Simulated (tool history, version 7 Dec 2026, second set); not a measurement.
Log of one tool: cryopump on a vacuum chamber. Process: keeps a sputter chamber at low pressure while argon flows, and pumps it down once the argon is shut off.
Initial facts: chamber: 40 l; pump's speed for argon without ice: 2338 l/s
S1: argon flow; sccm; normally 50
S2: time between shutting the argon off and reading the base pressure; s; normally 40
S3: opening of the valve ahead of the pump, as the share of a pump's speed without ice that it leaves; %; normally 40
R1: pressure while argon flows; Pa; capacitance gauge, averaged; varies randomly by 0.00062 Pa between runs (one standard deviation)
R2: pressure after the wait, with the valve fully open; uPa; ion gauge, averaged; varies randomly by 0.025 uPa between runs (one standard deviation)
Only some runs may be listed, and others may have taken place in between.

| run | day | S1 | S2 | S3 | R1 | R2 |
|---|---|---|---|---|---|---|
| 1 | 0 | 50 | 40 | 40 | 0.0956 | 1.3 |
| 2 | 2.154 | 50 | 40 | 40 | 0.0959 | 1.35 |
| 3 | 3.462 | 50 | 40 | 40 | 0.0959 | 1.33 |
|  | 5.962 | pump warmed up, emptied and cooled again |
| 4 | 6.267 | 50 | 40 | 40 | 0.0912 | 1.3 |
| 5 | 7.754 | 50 | 40 | 40 | 0.0912 | 1.36 |
| 6 | 9.192 | 50 | 40 | 40 | 0.0926 | 1.4 |
| 7 | 11.321 | 50 | 40 | 40 | 0.0912 | 1.37 |
| 8 | 12.608 | 50 | 40 | 40 | 0.0926 | 1.41 |
| 9 | 15.092 | 50 | 40 | 40 | 0.0944 | 1.42 |
| 10 | 17.629 | 50 | 40 | 40 | 0.091 | 1.44 |
| 11 | 18.858 | 50 | 40 | 40 | 0.0921 | 1.49 |
| 12 | 21.05 | 81 | 222 | 40 | 0.1499 | 0.72 |
| 13 | 22.617 | 48 | 222 | 34 | 0.1042 | 0.69 |
| 14 | 24.767 | 20 | 32 | 49 | 0.0308 | 1.71 |
| 15 | 26.425 | 20 | 32 | 49 | 0.0308 | 1.74 |
| 16 | 28.888 | 20 | 32 | 27 | 0.0546 | 1.73 |
| 17 | 30.517 | 98 | 42 | 19 | 0.3838 | 1.5 |
| 18 | 32.217 | 98 | 42 | 19 | 0.3786 | 1.49 |
| 19 | 34.304 | 50 | 108 | 40 | 0.0946 | 1.03 |
| 20 | 35.471 | 50 | 49 | 29 | 0.1292 | 1.44 |
| 21 | 36.725 | 24 | 26 | 59 | 0.0321 | 2.18 |
| 22 | 39.188 | 34 | 189 | 24 | 0.1052 | 0.93 |

Alternative continuations, all from the tool just after run 22; predict every row:
| A | 41.304 | 45 | 178 | 38 | ? | ? |
| B | 41.304 | 77 | 40 | 40 | ? | ? |
| C | 41.304 | 39 | 26 | 55 | ? | ? |

| run | R1 | R2 |
|---|---|---|
| A | 0.0898 | 0.92 |
| B | 0.1466 | 1.63 |
| C | 0.0557 | 2.21 |
With the hidden condition removed and each run's random variation left untouched, the same runs would have given:
| run | R1 | R2 |
|---|---|---|
| A | 0.0856 | 0.3 |
| B | 0.1395 | 1.02 |
| C | 0.0521 | 1.59 |

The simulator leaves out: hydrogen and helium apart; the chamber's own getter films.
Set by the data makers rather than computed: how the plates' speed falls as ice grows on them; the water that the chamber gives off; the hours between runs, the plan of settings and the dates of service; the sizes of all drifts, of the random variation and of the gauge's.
